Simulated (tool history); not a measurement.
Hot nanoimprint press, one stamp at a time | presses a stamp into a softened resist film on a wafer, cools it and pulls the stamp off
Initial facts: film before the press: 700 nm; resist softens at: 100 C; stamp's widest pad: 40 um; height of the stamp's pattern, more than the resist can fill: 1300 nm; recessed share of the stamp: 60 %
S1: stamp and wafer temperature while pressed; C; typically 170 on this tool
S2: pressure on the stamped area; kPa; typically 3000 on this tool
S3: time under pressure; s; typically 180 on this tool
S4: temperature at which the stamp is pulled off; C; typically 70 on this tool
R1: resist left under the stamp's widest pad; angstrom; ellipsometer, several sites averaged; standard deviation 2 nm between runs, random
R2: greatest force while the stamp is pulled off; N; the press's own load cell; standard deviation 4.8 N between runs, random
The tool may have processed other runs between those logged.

run	day	S1	S2	S3	S4	R1	R2
1	0	170	3000	180	70	3261	245
2	1.908	170	3000	180	70	3266	243
3	3.312	170	2530	180	70	3563	238
# day 4.238: stamp cleaned and given a new release coat
4	4.45	170	3000	180	70	3282	233
5	6.038	170	3000	180	70	3264	232
# day 7.25: press's hydraulic seals changed and the load cell set to zero
6	7.7	170	3000	180	70	3281	231
7	8.612	170	3000	180	70	3265	241
8	9.946	171	3000	180	70	3180	238
9	11.133	171	3000	180	70	3169	235
10	13.162	171	3000	180	70	3138	236
11	14.433	171	3000	180	70	3143	231
12	16.333	171	3000	180	70	3150	240
13	18.038	170	3000	155	73	3459	231
14	19.575	170	3000	180	76	3317	231
15	21.546	170	3000	180	76	3289	216
# day 22.229: stamp cleaned and given a new release coat
16	23.754	163	2280	253	61	4007	258
17	24.775	162	2280	106	61	5308	261
18	25.633	162	2280	106	61	5246	258
# day 26.617: plate thermocouple calibrated
19	27.65	162	1840	106	67	5525	241
20	29.092	159	2400	180	70	4901	239
21	30.258	159	2400	180	70	4914	238
22	32.242	170	4790	180	70	2679	237
23	34.029	165	4520	120	59	3865	260

Consider 4 possible next runs. They are alternatives, not a sequence: every one starts from the tool as it was left by run 23. What does each give?
A	35.567	165	4520	120	68	?	?
B	35.567	165	4520	216	71	?	?
C	35.567	170	3000	180	63	?	?
D	35.567	177	1850	120	57	?	?

run	R1	R2
A	3819	240
B	3061	236
C	3253	251
D	3675	264
With no hidden state in the tool, these same runs would have given:
run	R1	R2
A	3816	236
B	3059	233
C	3252	248
D	3674	260
